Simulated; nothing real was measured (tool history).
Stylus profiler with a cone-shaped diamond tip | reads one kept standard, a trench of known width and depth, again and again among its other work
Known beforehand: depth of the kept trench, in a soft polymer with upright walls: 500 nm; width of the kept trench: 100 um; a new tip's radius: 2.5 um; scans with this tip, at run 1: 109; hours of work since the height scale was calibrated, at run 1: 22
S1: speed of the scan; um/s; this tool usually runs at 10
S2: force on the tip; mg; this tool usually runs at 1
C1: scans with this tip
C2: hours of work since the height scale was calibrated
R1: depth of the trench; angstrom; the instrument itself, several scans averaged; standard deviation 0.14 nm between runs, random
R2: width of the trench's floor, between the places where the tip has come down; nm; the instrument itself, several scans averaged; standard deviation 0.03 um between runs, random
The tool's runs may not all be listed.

run,day,S1,S2,C1,C2,R1,R2
1,0,10,1,109,22,5044.7,96920
2,4.3,16,1,509,102,5040.1,96910
3,9.738,16,1,1016,204,5040.5,96940
4,13.725,10,1.79,1387,279,5064.6,96930
5,18.617,10,1.79,1842,370,5064.9,96930
6,23.617,9,1,2307,464,5045.1,96930
7,28.812,9,1,2791,561,5040.9,96960
8,34.208,9,1,3293,662,5041.7,96940
9,38.021,9,0.64,3647,733,5031.9,96880
10,43.342,10,0.57,4143,833,5033.7,96960
# day 44.338: height scale calibrated on a step standard
11,46.433,10,0.57,4429,39,5030.8,96890
12,50.333,10,0.57,4791,112,5028,96980
13,53.638,3,1,5099,174,5042.1,96950
14,58.508,10,1,5552,265,5043.3,96910
15,62.871,10,1,5958,347,5043.2,96900
16,66.921,10,1,6335,423,5043.6,96930
17,71.529,10,0.68,6764,509,5031.3,96970
18,77.671,10,0.68,7335,624,5033.7,96940
19,82.217,10,0.68,7758,709,5031.6,96930
20,85.442,10,0.68,8058,769,5033.2,96900
21,88.846,10,0.68,8375,833,5035.6,96930
# day 89.8: height scale calibrated on a step standard
22,93.308,4,1,8789,66,5042.2,96960
23,97.238,10,1,9155,139,5043.2,96950
24,100.117,17,1.37,9422,193,5052.1,96950
25,104.654,7,2.45,9845,278,5079.3,97010
26,110.538,17,2.27,10392,388,5073.9,96900
27,113.425,25,1.61,10661,442,5059.9,96900
28,119.146,25,1.61,11193,549,5059.7,96870
29,121.833,5,0.93,11443,599,5044.3,96930
30,125.742,8,0.88,11807,673,5039.1,96940
31,129.908,38,0.88,12195,751,5039.9,96760
32,134.442,38,1.73,12616,835,5064.6,96880
# day 135.371: height scale calibrated on a step standard
33,138.317,22,1,12975,55,5042.7,96880

What does the tool deliver on the next run?
34,143.488,32,1,13456,152,?,?

Run 34 yielded R1 5042.3 angstrom, R2 96860 nm.
With no hidden state in the tool, this same run would have given R1 5042.3 angstrom, R2 96890 nm.

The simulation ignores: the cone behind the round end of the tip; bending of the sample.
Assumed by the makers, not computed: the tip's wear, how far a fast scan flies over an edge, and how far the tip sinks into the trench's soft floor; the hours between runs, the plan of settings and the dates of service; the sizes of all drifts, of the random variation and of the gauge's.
